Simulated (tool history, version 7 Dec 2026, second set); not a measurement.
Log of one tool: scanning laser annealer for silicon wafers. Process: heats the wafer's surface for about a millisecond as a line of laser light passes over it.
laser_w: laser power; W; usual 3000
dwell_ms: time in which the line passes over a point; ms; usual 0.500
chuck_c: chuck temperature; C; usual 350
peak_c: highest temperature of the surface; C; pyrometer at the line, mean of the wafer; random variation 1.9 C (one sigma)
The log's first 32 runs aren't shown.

run   hour  laser_w  dwell_ms  chuck_c  hours of work since the window was cleaned  hours of work since the power meter was calibrated  hours of work since the optics were aligned  peak_c
 33  329.2     3000     0.398      387                                         205                                                 480                                          480    1100
 34  343.2     2574     0.432      358                                         215                                                 490                                          490     998
 35  349.2     2574     0.432      358                                         219                                                 494                                          494     998
 36  362.4     3000     0.500      367                                         228                                                 503                                          503    1160
 37  371.7     3000     0.500      367                                         234                                                 509                                          509    1162
 38  378.1     3000     0.500      339                                         238                                                 513                                          513    1132
 39  390.2     3000     0.500      339                                         246                                                 522                                          522    1135
 40  399.5     3124     0.585      336                                         253                                                 528                                          528    1228

4 ways to go on from here, each from the tool as it stands after run 40. What would each give?
  A  407.4     3124     0.596      325                                         258                                                 533                                          533       ?
  B  407.4     3164     0.606      372                                         258                                                 533                                          533       ?
  C  407.4     2918     0.443      373                                         258                                                 533                                          533       ?
  D  407.4     3124     0.445      360                                         258                                                 533                                          533       ?

run  peak_c
  A    1226
  B    1290
  C    1104
  D    1138
Without the tool's hidden state the same runs would have given:
run  peak_c
  A    1255
  B    1320
  C    1128
  D    1163
